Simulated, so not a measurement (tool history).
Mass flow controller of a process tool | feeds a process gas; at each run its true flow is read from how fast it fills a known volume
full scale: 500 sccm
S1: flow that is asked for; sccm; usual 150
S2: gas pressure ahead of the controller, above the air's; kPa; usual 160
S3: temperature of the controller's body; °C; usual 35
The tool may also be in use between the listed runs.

Run 1, hour 0.0: usual settings. Result: true flow (%) 97.86.
Run 2, hour 61.1: usual settings but S3 32 °C. Result: true flow (%) 97.82.
Run 3, hour 113.5: usual settings but S3 32 °C. Result: true flow (%) 97.83.
Run 4, hour 164.2: usual settings but S3 32 °C. Result: true flow (%) 97.84.
Run 5, hour 218.1: usual settings but S2 179 kPa. Result: true flow (%) 97.99.
Run 6, hour 295.8: usual settings but S2 179 kPa. Result: true flow (%) 97.98.
Run 7, hour 347.5: usual settings but S2 179 kPa. Result: true flow (%) 98.02.
Run 8, hour 425.1: usual settings but S1 125 sccm, S2 179 kPa, S3 23 °C. Result: true flow (%) 97.47.
Run 9, hour 501.4: usual settings but S1 134 sccm, S2 201 kPa, S3 34 °C. Result: true flow (%) 98.16.
Run 10, hour 577.2: usual settings but S3 25 °C. Result: true flow (%) 97.45.
Run 11, hour 632.9: usual settings but S3 25 °C. Result: true flow (%) 97.41.
Run 12, hour 672.2: usual settings but S1 71 sccm, S2 223 kPa, S3 28 °C. Result: true flow (%) 97.59.
Run 13, hour 755.1: usual settings but S2 231 kPa. Result: true flow (%) 98.59.

3 ways to go on from here, each from the tool as it stands after run 13. What would each give?
Run A, hour 821.6: usual settings but S1 147 sccm, S2 178 kPa, S3 23 °C. Result: true flow (%) ?.
Run B, hour 821.6: usual settings but S2 162 kPa. Result: true flow (%) ?.
Run C, hour 821.6: usual settings but S2 153 kPa. Result: true flow (%) ?.

run  true flow (%)
  A          97.53
  B          98.05
  C          97.82
Without the tool's hidden state the same runs would have given:
run  true flow (%)
  A          97.53
  B          98.05
  C          97.82
